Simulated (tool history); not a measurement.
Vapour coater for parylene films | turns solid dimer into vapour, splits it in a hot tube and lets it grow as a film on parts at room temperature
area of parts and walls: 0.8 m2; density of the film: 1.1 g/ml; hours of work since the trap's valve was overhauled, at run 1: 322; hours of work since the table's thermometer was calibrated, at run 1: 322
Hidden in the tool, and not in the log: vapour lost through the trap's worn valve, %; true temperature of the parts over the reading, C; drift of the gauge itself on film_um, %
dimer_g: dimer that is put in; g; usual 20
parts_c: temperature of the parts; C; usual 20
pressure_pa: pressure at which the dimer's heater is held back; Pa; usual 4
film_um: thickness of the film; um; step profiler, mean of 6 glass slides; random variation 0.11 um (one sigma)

run   hour  dimer_g  parts_c  pressure_pa  hours of work since the trap's valve was overhauled  hours of work since the table's thermometer was calibrated  film_um
  1      0       20       20            4                                                  322                                                         322    12.75
  2   23.9       20       20            4                                                  341                                                         341    12.62
  3   39.2       20       20            4                                                  354                                                         354    12.51
      55.1  -- trap's valve overhauled
  4   62.7       20       20            4                                                    6                                                         369    14.18
  5   81.9       20       20            4                                                   22                                                         385     14.2
  6  103.4       20       20            4                                                   39                                                         402    13.93
  7  125.2       20       20         11.3                                                   56                                                         420    13.19
     128.6  -- table's thermometer calibrated
  8  150.3       20       14            4                                                   76                                                          17       18
  9  165.9       20       25            4                                                   88                                                          30    11.03
 10  194.9       20       25            4                                                  112                                                          53    11.09
     198.7  -- table's thermometer calibrated, once more
 11  219.7       20       23         3.33                                                  131                                                          17       12
 12    242       25       20            4                                                  149                                                          35    16.59
 13  268.8       35       20            4                                                  170                                                          56    23.06
 14    294       35       20            4                                                  190                                                          77       23
 15  314.3       35       20            4                                                  207                                                          93    22.72
 16  339.4       15       27            4                                                  227                                                         113     7.27
 17  369.5       25       27         3.09                                                  251                                                         137    12.12
 18    396       25       20        11.73                                                  272                                                         159    15.02
 19  419.4       11       20        10.52                                                  291                                                         177     6.66
 20  432.7       20       13         3.37                                                  302                                                         188    17.19

4 ways to go on from here, each from the tool as it stands after run 20. What would each give?
  A  445.9       20       13            4                                                  313                                                         199        ?
  B  445.9       25       29         2.46                                                  313                                                         199        ?
  C  445.9       20       29         3.37                                                  313                                                         199        ?
  D  445.9       23       29         3.37                                                  313                                                         199        ?

run  film_um
  A    17.08
  B    10.87
  C      8.6
  D     9.84
Without the tool's hidden state the same runs would have given:
run  film_um
  A    19.14
  B    12.18
  C     9.63
  D    11.03

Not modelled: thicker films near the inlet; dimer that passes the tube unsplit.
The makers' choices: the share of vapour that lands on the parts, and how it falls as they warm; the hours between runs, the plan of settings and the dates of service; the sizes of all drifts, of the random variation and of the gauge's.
